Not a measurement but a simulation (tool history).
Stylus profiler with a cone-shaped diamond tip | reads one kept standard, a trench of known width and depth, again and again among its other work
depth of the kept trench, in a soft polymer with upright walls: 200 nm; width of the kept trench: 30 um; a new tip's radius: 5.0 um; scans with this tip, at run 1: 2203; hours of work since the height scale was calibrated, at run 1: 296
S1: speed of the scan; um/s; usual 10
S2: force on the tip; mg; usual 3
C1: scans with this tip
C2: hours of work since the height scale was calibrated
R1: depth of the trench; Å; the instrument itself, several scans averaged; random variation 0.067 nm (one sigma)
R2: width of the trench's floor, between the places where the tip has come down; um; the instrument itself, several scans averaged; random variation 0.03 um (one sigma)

{"run": 1, "hour": 0.0, "S1": 10, "S2": 3, "C1": 2203, "C2": 296, "R1": 2037.6, "R2": 27.13}
{"run": 2, "hour": 11.5, "S1": 10, "S2": 3, "C1": 2244, "C2": 301, "R1": 2037.5, "R2": 27.23}
{"run": 3, "hour": 27.9, "S1": 10, "S2": 3, "C1": 2301, "C2": 309, "R1": 2039.3, "R2": 27.14}
{"run": 4, "hour": 40.1, "S1": 10, "S2": 3, "C1": 2344, "C2": 315, "R1": 2037.6, "R2": 27.18}
{"run": 5, "hour": 62.2, "S1": 10, "S2": 3, "C1": 2421, "C2": 325, "R1": 2038, "R2": 27.14}
{"run": 6, "hour": 87.1, "S1": 10, "S2": 3, "C1": 2508, "C2": 337, "R1": 2037.2, "R2": 27.16}
{"run": 7, "hour": 108.3, "S1": 8, "S2": 3, "C1": 2583, "C2": 347, "R1": 2039.1, "R2": 27.17}
{"run": 8, "hour": 135.1, "S1": 8, "S2": 3, "C1": 2677, "C2": 360, "R1": 2037.6, "R2": 27.17}
{"run": 9, "hour": 152.9, "S1": 8, "S2": 3, "C1": 2739, "C2": 368, "R1": 2039, "R2": 27.18}
{"run": 10, "hour": 171.7, "S1": 10, "S2": 3, "C1": 2805, "C2": 377, "R1": 2036.9, "R2": 27.18}
{"run": 11, "hour": 183.8, "S1": 10, "S2": 3, "C1": 2847, "C2": 382, "R1": 2037.8, "R2": 27.18}
{"run": 12, "hour": 202.3, "S1": 4, "S2": 3, "C1": 2912, "C2": 391, "R1": 2038.7, "R2": 27.14}
{"run": 13, "hour": 228.2, "S1": 4, "S2": 3, "C1": 3003, "C2": 403, "R1": 2038.1, "R2": 27.19}
{"run": 14, "hour": 249.4, "S1": 4, "S2": 3, "C1": 3077, "C2": 413, "R1": 2037.7, "R2": 27.2}
{"run": 15, "hour": 269.9, "S1": 4, "S2": 3, "C1": 3149, "C2": 423, "R1": 2038.6, "R2": 27.17}
{"run": 16, "hour": 289.5, "S1": 4, "S2": 3, "C1": 3218, "C2": 432, "R1": 2037.5, "R2": 27.16}
{"run": 17, "hour": 316.9, "S1": 4, "S2": 3, "C1": 3314, "C2": 445, "R1": 2038, "R2": 27.12}
{"run": 18, "hour": 335.3, "S1": 4, "S2": 3, "C1": 3378, "C2": 454, "R1": 2038.2, "R2": 27.15}
{"run": 19, "hour": 351.2, "S1": 10, "S2": 1.1, "C1": 3434, "C2": 461, "R1": 2019.5, "R2": 27.16}
{"run": 20, "hour": 373.0, "S1": 10, "S2": 3, "C1": 3510, "C2": 472, "R1": 2037.8, "R2": 27.18}
{"run": 21, "hour": 400.5, "S1": 10, "S2": 3, "C1": 3607, "C2": 484, "R1": 2037.9, "R2": 27.2}

Run 22 comes next. What will it give?
{"run": 22, "hour": 423.0, "S1": 24, "S2": 1.15, "C1": 3686, "C2": 495, "R1": "?", "R2": "?"}

Run 22 gave R1 2020 Å, R2 27.12 um.
Without the tool's hidden state the same run would have given R1 2019.9 Å, R2 27.13 um.

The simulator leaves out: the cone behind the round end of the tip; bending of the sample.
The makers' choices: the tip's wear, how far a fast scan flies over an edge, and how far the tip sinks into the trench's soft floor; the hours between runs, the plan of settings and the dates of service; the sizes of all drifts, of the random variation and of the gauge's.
